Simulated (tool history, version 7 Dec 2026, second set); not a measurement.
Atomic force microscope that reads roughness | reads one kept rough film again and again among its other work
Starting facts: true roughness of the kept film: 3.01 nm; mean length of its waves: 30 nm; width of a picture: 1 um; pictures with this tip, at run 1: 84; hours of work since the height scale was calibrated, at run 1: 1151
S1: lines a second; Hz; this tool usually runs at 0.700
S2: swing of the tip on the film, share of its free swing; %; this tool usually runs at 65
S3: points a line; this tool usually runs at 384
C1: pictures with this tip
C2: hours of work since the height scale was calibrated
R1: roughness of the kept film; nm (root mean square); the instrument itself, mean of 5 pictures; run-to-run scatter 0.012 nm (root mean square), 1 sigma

run   hour     S1  S2   S3   C1    C2     R1
  1    0.0  0.700  65  384   84  1151  2.671
  2   34.2  0.700  65  593  169  1175  2.589
      54.4  -- new tip fitted
  3   57.4  0.700  65  384    7  1192  2.776
  4   83.2  0.700  65  262   71  1210  2.665
  5  109.1  0.700  65  262  135  1229  2.575
     143.5  -- new tip fitted
     158.6  -- height scale calibrated on a step standard
  6  162.3  0.700  65  384   45     3  2.701
  7  203.5  0.700  65  384  147    32  2.561
     235.0  -- new tip fitted
  8  250.2  0.700  65  384   37    66  2.735
  9  284.3  0.700  65  384  122    90  2.602
     325.7  -- new tip fitted
 10  331.5  2.622  65  384   15   124  2.636
 11  382.0  2.622  65  384  140   160  2.514
     416.7  -- new tip fitted
 12  434.2  0.700  64  384   43   197  2.706
 13  477.8  0.700  65  384  151   229  2.606
     505.5  -- new tip fitted
 14  520.7  0.700  65  384   38   259  2.736
 15  566.8  0.700  65  480  152   292  2.590
 16  592.0  0.700  65  602  215   310  2.518
     596.6  -- new tip fitted
 17  620.1  0.700  65  384   58   330  2.687
 18  673.7  0.700  65  384  191   369  2.532
     685.2  -- new tip fitted
 19  703.4  0.700  65  384   46   390  2.724
 20  750.6  0.700  65  384  162   424  2.571
     774.0  -- new tip fitted
 21  791.5  2.816  77  321   43   453  2.472
 22  818.6  0.796  78  384  111   472  2.566
 23  841.5  0.796  78  384  167   489  2.513
     864.9  -- new tip fitted
 24  887.4  1.584  59  709   56   521  2.695
 25  920.0  1.584  55  323  137   545  2.589
     955.8  -- new tip fitted
 26  968.0  1.584  55  323   31   579  2.727
 27  996.2  0.893  73  384  100   599  2.619

What does the tool deliver on the next run?
 28  1037.0  0.681  72  321  202  629   ?

{"run 28": {"R1": 2.52}}
Take away the tool's hidden state, keep the run-to-run variation as it was, and the same run would have given R1 2.739 nm (root mean square).

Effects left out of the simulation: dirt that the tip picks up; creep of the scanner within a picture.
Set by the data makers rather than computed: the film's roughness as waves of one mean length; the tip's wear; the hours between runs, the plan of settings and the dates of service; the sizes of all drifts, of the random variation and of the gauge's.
